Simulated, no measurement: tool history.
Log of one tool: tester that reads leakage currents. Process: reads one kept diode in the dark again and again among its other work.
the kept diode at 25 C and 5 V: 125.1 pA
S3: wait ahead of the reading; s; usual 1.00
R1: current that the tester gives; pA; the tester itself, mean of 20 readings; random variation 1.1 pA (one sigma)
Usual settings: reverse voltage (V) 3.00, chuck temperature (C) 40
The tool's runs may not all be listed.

run 1 hour=0.0 | reverse_voltage_(V)=3.00 chuck_temperature_(C)=40 S3=1.00 | R1=366.38
run 2 hour=100.8 | reverse_voltage_(V)=3.00 chuck_temperature_(C)=40 S3=7.41 | R1=366.34
run 3 hour=173.8 | reverse_voltage_(V)=3.00 chuck_temperature_(C)=40 S3=7.41 | R1=368.60
-- hour=218.0 chuck's temperature calibrated
run 4 hour=282.3 | reverse_voltage_(V)=3.00 chuck_temperature_(C)=40 S3=7.41 | R1=366.22
run 5 hour=371.2 | reverse_voltage_(V)=3.00 chuck_temperature_(C)=40 S3=7.41 | R1=365.95
run 6 hour=461.3 | reverse_voltage_(V)=3.50 chuck_temperature_(C)=40 S3=1.00 | R1=396.95
run 7 hour=514.5 | reverse_voltage_(V)=3.00 chuck_temperature_(C)=60 S3=1.00 | R1=1807.29
run 8 hour=605.8 | reverse_voltage_(V)=3.30 chuck_temperature_(C)=40 S3=1.00 | R1=386.86
run 9 hour=675.8 | reverse_voltage_(V)=3.00 chuck_temperature_(C)=40 S3=1.00 | R1=365.90
-- hour=707.8 probe card cleaned and baked
run 10 hour=749.0 | reverse_voltage_(V)=3.00 chuck_temperature_(C)=40 S3=0.58 | R1=368.84
run 11 hour=814.7 | reverse_voltage_(V)=3.00 chuck_temperature_(C)=40 S3=1.00 | R1=367.79
run 12 hour=875.7 | reverse_voltage_(V)=3.00 chuck_temperature_(C)=40 S3=1.00 | R1=367.00
run 13 hour=932.4 | reverse_voltage_(V)=3.00 chuck_temperature_(C)=40 S3=1.00 | R1=367.82
run 14 hour=1002.3 | reverse_voltage_(V)=3.00 chuck_temperature_(C)=40 S3=4.81 | R1=365.17
run 15 hour=1091.9 | reverse_voltage_(V)=3.00 chuck_temperature_(C)=40 S3=4.81 | R1=366.22
-- hour=1180.0 chuck's temperature calibrated
run 16 hour=1180.3 | reverse_voltage_(V)=3.00 chuck_temperature_(C)=40 S3=4.81 | R1=368.64
run 17 hour=1231.5 | reverse_voltage_(V)=3.00 chuck_temperature_(C)=30 S3=1.00 | R1=153.67
run 18 hour=1287.2 | reverse_voltage_(V)=3.00 chuck_temperature_(C)=22 S3=1.00 | R1=74.13
run 19 hour=1381.4 | reverse_voltage_(V)=3.00 chuck_temperature_(C)=40 S3=1.00 | R1=367.92
run 20 hour=1430.0 | reverse_voltage_(V)=3.00 chuck_temperature_(C)=40 S3=1.00 | R1=366.44
run 21 hour=1518.6 | reverse_voltage_(V)=19.64 chuck_temperature_(C)=40 S3=2.45 | R1=963.78
run 22 hour=1605.2 | reverse_voltage_(V)=19.64 chuck_temperature_(C)=59 S3=8.44 | R1=4369.74
run 23 hour=1687.2 | reverse_voltage_(V)=8.63 chuck_temperature_(C)=46 S3=0.88 | R1=1040.33
run 24 hour=1780.2 | reverse_voltage_(V)=8.63 chuck_temperature_(C)=46 S3=0.88 | R1=1038.53
run 25 hour=1878.5 | reverse_voltage_(V)=8.63 chuck_temperature_(C)=46 S3=0.88 | R1=1038.69
run 26 hour=1938.7 | reverse_voltage_(V)=3.00 chuck_temperature_(C)=42 S3=1.00 | R1=436.23
run 27 hour=1984.6 | reverse_voltage_(V)=3.00 chuck_temperature_(C)=42 S3=1.00 | R1=435.30
run 28 hour=2044.0 | reverse_voltage_(V)=4.60 chuck_temperature_(C)=40 S3=2.57 | R1=455.75
-- hour=2141.3 chuck's temperature calibrated
run 29 hour=2141.3 | reverse_voltage_(V)=1.28 chuck_temperature_(C)=33 S3=1.31 | R1=129.86
run 30 hour=2214.3 | reverse_voltage_(V)=3.14 chuck_temperature_(C)=21 S3=0.85 | R1=69.08
run 31 hour=2306.4 | reverse_voltage_(V)=3.26 chuck_temperature_(C)=35 S3=1.00 | R1=249.38
run 32 hour=2349.2 | reverse_voltage_(V)=3.26 chuck_temperature_(C)=35 S3=1.00 | R1=248.93
run 33 hour=2417.0 | reverse_voltage_(V)=3.26 chuck_temperature_(C)=35 S3=1.00 | R1=249.02
run 34 hour=2483.5 | reverse_voltage_(V)=1.31 chuck_temperature_(C)=40 S3=1.00 | R1=240.29
run 35 hour=2580.2 | reverse_voltage_(V)=9.10 chuck_temperature_(C)=40 S3=8.39 | R1=644.98
run 36 hour=2672.8 | reverse_voltage_(V)=2.53 chuck_temperature_(C)=40 S3=7.48 | R1=335.77
run 37 hour=2723.9 | reverse_voltage_(V)=2.53 chuck_temperature_(C)=40 S3=7.48 | R1=335.95
run 38 hour=2792.3 | reverse_voltage_(V)=1.22 chuck_temperature_(C)=40 S3=1.04 | R1=232.10
run 39 hour=2852.0 | reverse_voltage_(V)=1.22 chuck_temperature_(C)=40 S3=2.33 | R1=230.70
run 40 hour=2918.9 | reverse_voltage_(V)=1.22 chuck_temperature_(C)=40 S3=2.33 | R1=230.84

Forecast each of these 3 alternatives for the next run:
-- hour=2952.3 probe card cleaned and baked
run A hour=3011.1 | reverse_voltage_(V)=1.22 chuck_temperature_(C)=23 S3=5.00 | R1=?
-- hour=2952.3 probe card cleaned and baked
run B hour=3011.1 | reverse_voltage_(V)=6.70 chuck_temperature_(C)=39 S3=8.15 | R1=?
-- hour=2952.3 probe card cleaned and baked
run C hour=3011.1 | reverse_voltage_(V)=2.16 chuck_temperature_(C)=40 S3=2.33 | R1=?

run=A R1=50.33
run=B R1=509.31
run=C R1=309.43
Without the tool's hidden state the same runs would have given:
run=A R1=50.42
run=B R1=510.08
run=C R1=309.89
